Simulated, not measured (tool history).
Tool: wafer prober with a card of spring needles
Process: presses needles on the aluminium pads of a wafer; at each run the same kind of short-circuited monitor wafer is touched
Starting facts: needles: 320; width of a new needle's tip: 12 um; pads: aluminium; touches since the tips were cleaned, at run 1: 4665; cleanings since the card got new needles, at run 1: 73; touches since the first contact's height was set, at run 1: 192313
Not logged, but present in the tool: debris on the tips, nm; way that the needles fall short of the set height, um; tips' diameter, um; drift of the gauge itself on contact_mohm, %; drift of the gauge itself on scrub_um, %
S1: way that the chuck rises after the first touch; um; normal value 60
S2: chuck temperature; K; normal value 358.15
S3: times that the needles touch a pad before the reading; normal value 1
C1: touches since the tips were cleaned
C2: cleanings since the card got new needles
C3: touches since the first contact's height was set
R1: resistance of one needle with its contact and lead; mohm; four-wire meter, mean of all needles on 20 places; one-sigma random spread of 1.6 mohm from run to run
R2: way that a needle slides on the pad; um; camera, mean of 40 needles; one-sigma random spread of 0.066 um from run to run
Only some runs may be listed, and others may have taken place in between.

run	hour	S1	S2	S3	C1	C2	C3	R1	R2
1	0.0	60	358.15	1	4665	73	192313	201	8.97
# hour 1.9: tips cleaned on abrasive film
# hour 11.1: tips cleaned on abrasive film
# hour 20.2: tips cleaned on abrasive film
# hour 29.4: tips cleaned on abrasive film
# hour 38.6: tips cleaned on abrasive film
# hour 45.9: tips cleaned on abrasive film
# hour 55.1: tips cleaned on abrasive film
# hour 62.4: tips cleaned on abrasive film
# hour 64.5: height of the first contact set anew
# hour 71.9: tips cleaned on abrasive film
2	73.2	60	358.15	1	941	82	6012	168	9.50
# hour 80.6: tips cleaned on abrasive film
# hour 89.7: tips cleaned on abrasive film
# hour 97.1: tips cleaned on abrasive film
# hour 106.3: tips cleaned on abrasive film
# hour 115.4: tips cleaned on abrasive film
# hour 124.6: tips cleaned on abrasive film
# hour 133.7: tips cleaned on abrasive film
# hour 142.9: tips cleaned on abrasive film
# hour 150.3: tips cleaned on abrasive film
# hour 159.4: tips cleaned on abrasive film
3	163.3	60	358.15	1	2685	92	68287	188	9.23
# hour 167.0: tips cleaned on abrasive film
# hour 174.3: tips cleaned on abrasive film
# hour 181.7: tips cleaned on abrasive film
# hour 190.8: tips cleaned on abrasive film
# hour 200.0: tips cleaned on abrasive film
# hour 207.4: tips cleaned on abrasive film
# hour 216.5: tips cleaned on abrasive film
# hour 225.7: tips cleaned on abrasive film
# hour 233.0: tips cleaned on abrasive film
4	239.6	60	371.15	1	4620	101	121088	197	9.00
# hour 241.5: tips cleaned on abrasive film
# hour 248.9: tips cleaned on abrasive film
# hour 258.1: tips cleaned on abrasive film
# hour 267.2: tips cleaned on abrasive film
# hour 276.4: tips cleaned on abrasive film
# hour 285.5: tips cleaned on abrasive film
# hour 294.7: tips cleaned on abrasive film
# hour 303.9: tips cleaned on abrasive film
# hour 311.2: tips cleaned on abrasive film
5	311.6	60	371.15	1	279	110	170816	166	8.91
# hour 319.0: tips cleaned on abrasive film
# hour 326.3: tips cleaned on abrasive film
# hour 335.5: tips cleaned on abrasive film
# hour 342.8: tips cleaned on abrasive film
# hour 352.0: tips cleaned on abrasive film
# hour 359.3: tips cleaned on abrasive film
# hour 368.5: tips cleaned on abrasive film
# hour 375.9: tips cleaned on abrasive film
6	376.5	60	371.15	1	484	118	215678	169	8.75
# hour 383.9: tips cleaned on abrasive film
# hour 391.3: tips cleaned on abrasive film
# hour 400.4: tips cleaned on abrasive film
# hour 407.8: tips cleaned on abrasive film
# hour 408.1: height of the first contact set anew
# hour 417.2: tips cleaned on abrasive film
7	419.2	60	371.15	1	1417	123	7756	180	9.49
# hour 424.8: tips cleaned on abrasive film
# hour 432.1: tips cleaned on abrasive film
# hour 441.3: tips cleaned on abrasive film
# hour 450.5: tips cleaned on abrasive film
# hour 459.6: tips cleaned on abrasive film
# hour 467.0: tips cleaned on abrasive film
# hour 475.9: tips cleaned on abrasive film
8	475.9	60	358.15	1	0	130	46885	162	9.34
# hour 485.0: tips cleaned on abrasive film
# hour 492.4: tips cleaned on abrasive film
# hour 501.6: tips cleaned on abrasive film
# hour 510.7: tips cleaned on abrasive film
# hour 519.9: tips cleaned on abrasive film
9	519.9	60	358.15	1	40	135	77354	158	9.23
# hour 527.3: tips cleaned on abrasive film
# hour 536.5: tips cleaned on abrasive film
# hour 545.6: tips cleaned on abrasive film
# hour 553.0: tips cleaned on abrasive film
# hour 560.3: tips cleaned on abrasive film
# hour 569.5: tips cleaned on abrasive film
# hour 576.8: tips cleaned on abrasive film
# hour 586.0: tips cleaned on abrasive film
# hour 593.4: tips cleaned on abrasive film
# hour 602.5: tips cleaned on abrasive film
# hour 609.9: tips cleaned on abrasive film
10	609.9	54	384.15	1	0	146	139541	168	8.06
# hour 619.1: tips cleaned on abrasive film
# hour 626.4: tips cleaned on abrasive film
# hour 635.6: tips cleaned on abrasive film
# hour 643.0: tips cleaned on abrasive film
# hour 652.1: tips cleaned on abrasive film
# hour 661.3: tips cleaned on abrasive film
11	667.5	54	384.15	1	4360	152	179399	226	7.89
# hour 669.4: tips cleaned on abrasive film
# hour 678.6: tips cleaned on abrasive film
# hour 687.8: tips cleaned on abrasive film
# hour 696.9: tips cleaned on abrasive film
# hour 704.3: tips cleaned on abrasive film
# hour 711.6: tips cleaned on abrasive film
# hour 720.8: tips cleaned on abrasive film
# hour 729.9: tips cleaned on abrasive film
# hour 739.1: tips cleaned on abrasive film
# hour 748.3: tips cleaned on abrasive film
# hour 750.4: height of the first contact set anew
12	752.0	42	314.15	1	2421	162	1153	225	6.52
# hour 757.6: tips cleaned on abrasive film
# hour 764.9: tips cleaned on abrasive film
# hour 774.1: tips cleaned on abrasive film
# hour 783.2: tips cleaned on abrasive film
# hour 792.4: tips cleaned on abrasive film
# hour 799.7: tips cleaned on abrasive film
# hour 808.9: tips cleaned on abrasive film
# hour 816.3: tips cleaned on abrasive film
# hour 825.4: tips cleaned on abrasive film
13	830.3	73	304.15	1	3405	171	55274	180	11.35
# hour 834.0: tips cleaned on abrasive film
# hour 843.2: tips cleaned on abrasive film
# hour 850.5: tips cleaned on abrasive film
# hour 859.7: tips cleaned on abrasive film
# hour 867.0: tips cleaned on abrasive film
# hour 876.2: tips cleaned on abrasive film
# hour 885.4: tips cleaned on abrasive film
# hour 894.5: tips cleaned on abrasive film
# hour 901.9: tips cleaned on abrasive film
# hour 911.0: tips cleaned on abrasive film
# hour 918.4: tips cleaned on abrasive film
14	922.1	50	304.15	1	2579	182	118712	210	7.54
# hour 925.8: tips cleaned on abrasive film
# hour 933.2: tips cleaned on abrasive film
# hour 942.3: tips cleaned on abrasive film
# hour 949.7: tips cleaned on abrasive film
# hour 958.8: tips cleaned on abrasive film
# hour 968.0: tips cleaned on abrasive film
# hour 975.4: tips cleaned on abrasive film
15	981.5	64	394.15	1	4282	189	159776	209	9.60
# hour 983.4: tips cleaned on abrasive film
# hour 992.5: tips cleaned on abrasive film
# hour 1001.7: tips cleaned on abrasive film
# hour 1009.1: tips cleaned on abrasive film
# hour 1018.2: tips cleaned on abrasive film
# hour 1025.6: tips cleaned on abrasive film
# hour 1034.7: tips cleaned on abrasive film
16	1037.1	40	385.15	1	1683	196	198229	234	5.78
# hour 1042.7: tips cleaned on abrasive film
# hour 1051.8: tips cleaned on abrasive film
# hour 1061.0: tips cleaned on abrasive film
# hour 1070.2: tips cleaned on abrasive film
# hour 1079.3: tips cleaned on abrasive film
# hour 1086.7: tips cleaned on abrasive film
17	1087.8	40	385.15	1	782	202	233245	218	5.51
# hour 1093.5: height of the first contact set anew
# hour 1095.4: tips cleaned on abrasive film
# hour 1104.6: tips cleaned on abrasive film
# hour 1112.0: tips cleaned on abrasive film
# hour 1121.1: tips cleaned on abrasive film
# hour 1128.5: tips cleaned on abrasive film
# hour 1137.6: tips cleaned on abrasive film
# hour 1146.8: tips cleaned on abrasive film
# hour 1154.1: tips cleaned on abrasive film
# hour 1161.5: tips cleaned on abrasive film
18	1162.1	75	375.15	1	422	211	47334	161	11.69

For some of the steps in R1 from one run to the next: how much would appear even if the tool had no hidden state, given the settings, what came in and random variation, and how much remains for the hidden state plus any gauge scatter that the measured result and the result without hidden state don't share?
Run 10 -> 11: tips cleaned on abrasive film, tips cleaned on abrasive film, tips cleaned on abrasive film, tips cleaned on abrasive film, tips cleaned on abrasive film, tips cleaned on abrasive film. R1 +58 mohm: hidden state +61, all else -3.
